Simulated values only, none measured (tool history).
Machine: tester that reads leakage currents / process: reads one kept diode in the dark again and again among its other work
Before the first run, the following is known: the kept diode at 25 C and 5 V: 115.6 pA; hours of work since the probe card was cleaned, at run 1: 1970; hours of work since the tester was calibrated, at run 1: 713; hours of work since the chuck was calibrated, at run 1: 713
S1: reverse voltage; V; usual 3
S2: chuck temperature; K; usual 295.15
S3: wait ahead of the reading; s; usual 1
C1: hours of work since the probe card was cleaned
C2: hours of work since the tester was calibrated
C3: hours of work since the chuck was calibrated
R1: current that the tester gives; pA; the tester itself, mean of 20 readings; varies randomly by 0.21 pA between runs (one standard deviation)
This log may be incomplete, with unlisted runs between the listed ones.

run 1 day=0 | S1=3 S2=295.15 S3=1 | C1=1970 C2=713 C3=713 | R1=63.99
run 2 day=2.6 | S1=3 S2=295.15 S3=1 | C1=2017 C2=761 C3=761 | R1=63.92
run 3 day=6.425 | S1=3 S2=295.15 S3=1 | C1=2086 C2=830 C3=830 | R1=63.35
-- day=7.467 chuck's temperature calibrated
run 4 day=9.062 | S1=3 S2=295.15 S3=1 | C1=2133 C2=876 C3=29 | R1=69.3
run 5 day=12.067 | S1=3 S2=295.15 S3=1 | C1=2187 C2=931 C3=83 | R1=68.86
run 6 day=14.262 | S1=3 S2=295.15 S3=1 | C1=2227 C2=971 C3=123 | R1=67.81
run 7 day=17.221 | S1=3 S2=295.15 S3=1 | C1=2281 C2=1024 C3=177 | R1=68.27
run 8 day=20.792 | S1=3 S2=295.15 S3=4.37 | C1=2345 C2=1089 C3=242 | R1=66.95
run 9 day=24.429 | S1=3 S2=295.15 S3=1 | C1=2411 C2=1155 C3=308 | R1=66.72
run 10 day=26.242 | S1=3 S2=295.15 S3=1.24 | C1=2444 C2=1188 C3=341 | R1=66.53
run 11 day=30.212 | S1=3 S2=295.15 S3=1.24 | C1=2516 C2=1260 C3=413 | R1=65.91
run 12 day=32.938 | S1=3 S2=295.15 S3=1.24 | C1=2566 C2=1309 C3=462 | R1=65.54
run 13 day=35.688 | S1=3 S2=295.15 S3=1.24 | C1=2616 C2=1359 C3=512 | R1=65.54
run 14 day=39.692 | S1=3 S2=295.15 S3=0.37 | C1=2688 C2=1432 C3=585 | R1=66.1
run 15 day=43.417 | S1=3 S2=295.15 S3=0.37 | C1=2756 C2=1500 C3=652 | R1=65.68
run 16 day=46.167 | S1=3 S2=295.15 S3=0.37 | C1=2806 C2=1550 C3=702 | R1=65.4
-- day=46.617 probe card cleaned and baked
run 17 day=48.358 | S1=3 S2=295.15 S3=0.37 | C1=32 C2=1587 C3=740 | R1=65.34
run 18 day=50.842 | S1=3 S2=295.15 S3=0.37 | C1=77 C2=1632 C3=785 | R1=65.41
run 19 day=53.392 | S1=3 S2=295.15 S3=0.37 | C1=123 C2=1678 C3=831 | R1=64.55
-- day=54.383 chuck's temperature calibrated
run 20 day=56.629 | S1=3.75 S2=323.15 S3=1.65 | C1=180 C2=1736 C3=41 | R1=909.29
run 21 day=58.946 | S1=18.3 S2=323.15 S3=1.68 | C1=222 C2=1778 C3=83 | R1=1874.44
run 22 day=60.992 | S1=18.3 S2=323.15 S3=1.68 | C1=259 C2=1815 C3=120 | R1=1857.54
-- day=63.25 probe card cleaned and baked, once more
run 23 day=64.662 | S1=1.49 S2=302.15 S3=7.02 | C1=26 C2=1879 C3=184 | R1=94.75
run 24 day=68.192 | S1=19.74 S2=297.15 S3=6.99 | C1=90 C2=1943 C3=248 | R1=192.69
run 25 day=70.675 | S1=19.74 S2=297.15 S3=6.99 | C1=135 C2=1988 C3=293 | R1=190.26
run 26 day=74.117 | S1=10.76 S2=331.15 S3=6.99 | C1=197 C2=2051 C3=356 | R1=2666.19
run 27 day=77.104 | S1=4.59 S2=331.15 S3=2.02 | C1=251 C2=2105 C3=410 | R1=1792.32
run 28 day=80.088 | S1=1.07 S2=304.15 S3=0.39 | C1=305 C2=2159 C3=464 | R1=95.36
run 29 day=82.312 | S1=1.07 S2=304.15 S3=0.39 | C1=346 C2=2199 C3=505 | R1=94.84
run 30 day=83.929 | S1=7.79 S2=320.15 S3=2.84 | C1=375 C2=2229 C3=534 | R1=935.49
run 31 day=87.596 | S1=9.47 S2=313.15 S3=0.39 | C1=442 C2=2295 C3=600 | R1=566.69
run 32 day=90.938 | S1=1.64 S2=297.15 S3=1.3 | C1=502 C2=2356 C3=661 | R1=58.09
run 33 day=94.583 | S1=1.64 S2=297.15 S3=1.3 | C1=569 C2=2422 C3=727 | R1=57.65
run 34 day=97.538 | S1=8.25 S2=304.15 S3=1.6 | C1=622 C2=2476 C3=781 | R1=231.62
run 35 day=100.992 | S1=8.25 S2=304.15 S3=1.6 | C1=685 C2=2538 C3=843 | R1=230.42
-- day=101.342 chuck's temperature calibrated
run 36 day=103.904 | S1=3 S2=297.15 S3=3.97 | C1=736 C2=2590 C3=46 | R1=82.8
run 37 day=107.842 | S1=2.84 S2=297.15 S3=3.97 | C1=808 C2=2661 C3=118 | R1=79.98
run 38 day=110.592 | S1=2.84 S2=297.15 S3=3.97 | C1=857 C2=2711 C3=168 | R1=79.42

Alternative continuations, all from the tool just after run 38; predict every row:
run A day=113.917 | S1=1.81 S2=297.15 S3=3.97 | C1=918 C2=2771 C3=228 | R1=?
run B day=113.917 | S1=1.4 S2=298.15 S3=3.97 | C1=918 C2=2771 C3=228 | R1=?
run C day=113.917 | S1=1.87 S2=297.15 S3=0.87 | C1=918 C2=2771 C3=228 | R1=?
run D day=113.917 | S1=16.44 S2=327.15 S3=6.1 | C1=918 C2=2771 C3=228 | R1=?
run E day=113.917 | S1=2.84 S2=297.15 S3=3.64 | C1=918 C2=2771 C3=228 | R1=?

run=A R1=64.16
run=B R1=62.87
run=C R1=65.43
run=D R1=2402.6
run=E R1=79.26
Without the tool's hidden state the same runs would have given:
run=A R1=66.13
run=B R1=64.82
run=C R1=67.42
run=D R1=2468.31
run=E R1=81.64
